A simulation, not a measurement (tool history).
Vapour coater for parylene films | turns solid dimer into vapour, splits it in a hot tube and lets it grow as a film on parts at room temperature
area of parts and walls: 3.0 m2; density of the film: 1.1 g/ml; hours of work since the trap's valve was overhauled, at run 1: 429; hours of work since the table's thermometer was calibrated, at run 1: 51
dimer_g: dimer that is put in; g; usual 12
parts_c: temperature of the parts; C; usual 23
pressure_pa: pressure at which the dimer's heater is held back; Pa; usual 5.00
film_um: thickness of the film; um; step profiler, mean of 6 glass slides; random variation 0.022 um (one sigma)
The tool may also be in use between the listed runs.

run	hour	dimer_g	parts_c	pressure_pa	hours of work since the trap's valve was overhauled	hours of work since the table's thermometer was calibrated	film_um
1	0.0	12	23	5.00	429	51	1.70
2	10.1	12	23	5.00	437	59	1.69
3	31.2	12	23	5.00	453	76	1.66
4	50.9	12	23	5.00	469	91	1.65
# hour 56.5: trap's valve overhauled
5	65.4	12	17	5.00	7	99	1.91
6	82.8	12	17	5.00	21	113	1.86
7	96.5	12	17	5.00	31	124	1.87
# hour 113.0: trap's valve overhauled, once more
8	121.4	14	23	5.00	7	140	2.16
9	142.1	19	17	5.00	23	156	3.43
10	161.3	15	17	3.95	38	171	2.78

The next listed run, before its measurement:
11	180.4	15	18	2.08	53	186	?

{"run 11": {"film_um": 3.04}}
Without the tool's hidden state the same run would have given film_um 3.08 um.

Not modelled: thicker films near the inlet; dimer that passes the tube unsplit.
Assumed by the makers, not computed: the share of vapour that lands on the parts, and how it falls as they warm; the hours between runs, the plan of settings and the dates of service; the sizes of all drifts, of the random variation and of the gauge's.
